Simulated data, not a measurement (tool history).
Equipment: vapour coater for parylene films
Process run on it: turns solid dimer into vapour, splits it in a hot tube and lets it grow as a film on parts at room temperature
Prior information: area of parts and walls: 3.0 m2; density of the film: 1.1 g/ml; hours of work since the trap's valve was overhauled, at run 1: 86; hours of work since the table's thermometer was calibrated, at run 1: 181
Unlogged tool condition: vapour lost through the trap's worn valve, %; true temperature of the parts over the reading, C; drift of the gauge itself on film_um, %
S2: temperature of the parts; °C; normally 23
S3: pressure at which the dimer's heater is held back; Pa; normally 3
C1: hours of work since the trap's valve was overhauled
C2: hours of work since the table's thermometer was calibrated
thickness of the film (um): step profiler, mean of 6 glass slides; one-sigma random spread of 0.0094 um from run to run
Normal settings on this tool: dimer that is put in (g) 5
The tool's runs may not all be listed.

run 1 day=0 | dimer_that_is_put_in_(g)=5 S2=23 S3=3 | C1=86 C2=181 | thickness_of_the_film_(um)=0.819
run 2 day=0.433 | dimer_that_is_put_in_(g)=5 S2=23 S3=3 | C1=92 C2=187 | thickness_of_the_film_(um)=0.818
run 3 day=1.05 | dimer_that_is_put_in_(g)=5 S2=20 S3=3 | C1=101 C2=197 | thickness_of_the_film_(um)=0.905
run 4 day=1.425 | dimer_that_is_put_in_(g)=5 S2=20 S3=3.51 | C1=107 C2=202 | thickness_of_the_film_(um)=0.878
run 5 day=1.771 | dimer_that_is_put_in_(g)=5 S2=20 S3=3.51 | C1=112 C2=207 | thickness_of_the_film_(um)=0.873
run 6 day=2.112 | dimer_that_is_put_in_(g)=5 S2=20 S3=3.51 | C1=117 C2=212 | thickness_of_the_film_(um)=0.875
run 7 day=2.746 | dimer_that_is_put_in_(g)=5 S2=20 S3=3.51 | C1=127 C2=222 | thickness_of_the_film_(um)=0.871
run 8 day=3.4 | dimer_that_is_put_in_(g)=5 S2=20 S3=3.51 | C1=136 C2=232 | thickness_of_the_film_(um)=0.866
run 9 day=3.788 | dimer_that_is_put_in_(g)=5 S2=20 S3=3 | C1=142 C2=238 | thickness_of_the_film_(um)=0.866
run 10 day=4.342 | dimer_that_is_put_in_(g)=5 S2=20 S3=3 | C1=151 C2=246 | thickness_of_the_film_(um)=0.879
run 11 day=4.971 | dimer_that_is_put_in_(g)=5 S2=20 S3=3 | C1=160 C2=255 | thickness_of_the_film_(um)=0.858
run 12 day=5.442 | dimer_that_is_put_in_(g)=5 S2=20 S3=3 | C1=167 C2=262 | thickness_of_the_film_(um)=0.882
run 13 day=5.808 | dimer_that_is_put_in_(g)=5 S2=20 S3=3 | C1=172 C2=268 | thickness_of_the_film_(um)=0.868
run 14 day=6.417 | dimer_that_is_put_in_(g)=5 S2=20 S3=3 | C1=182 C2=277 | thickness_of_the_film_(um)=0.857
run 15 day=6.879 | dimer_that_is_put_in_(g)=5 S2=20 S3=3 | C1=188 C2=284 | thickness_of_the_film_(um)=0.858
run 16 day=7.192 | dimer_that_is_put_in_(g)=5 S2=20 S3=3 | C1=193 C2=288 | thickness_of_the_film_(um)=0.834
run 17 day=7.654 | dimer_that_is_put_in_(g)=5 S2=23 S3=3 | C1=200 C2=295 | thickness_of_the_film_(um)=0.776
run 18 day=8.058 | dimer_that_is_put_in_(g)=5 S2=23 S3=3 | C1=206 C2=301 | thickness_of_the_film_(um)=0.781
run 19 day=8.483 | dimer_that_is_put_in_(g)=5 S2=21 S3=3 | C1=212 C2=308 | thickness_of_the_film_(um)=0.827
run 20 day=9.175 | dimer_that_is_put_in_(g)=5 S2=34 S3=3 | C1=223 C2=318 | thickness_of_the_film_(um)=0.552
-- day=9.404 trap's valve overhauled
run 21 day=10.075 | dimer_that_is_put_in_(g)=5 S2=34 S3=3 | C1=10 C2=329 | thickness_of_the_film_(um)=0.621
run 22 day=10.658 | dimer_that_is_put_in_(g)=9 S2=34 S3=3 | C1=19 C2=338 | thickness_of_the_film_(um)=1.103
run 23 day=11.112 | dimer_that_is_put_in_(g)=3 S2=34 S3=3 | C1=25 C2=344 | thickness_of_the_film_(um)=0.357

Run 24, settings as shown, results not yet in. Your forecast:
run 24 day=11.771 | dimer_that_is_put_in_(g)=3 S2=34 S3=3 | C1=35 C2=354 | thickness_of_the_film_(um)=?

thickness of the film (um): 0.358
Minus the tool's unlogged condition, the same run would have read thickness of the film (um) 0.36.
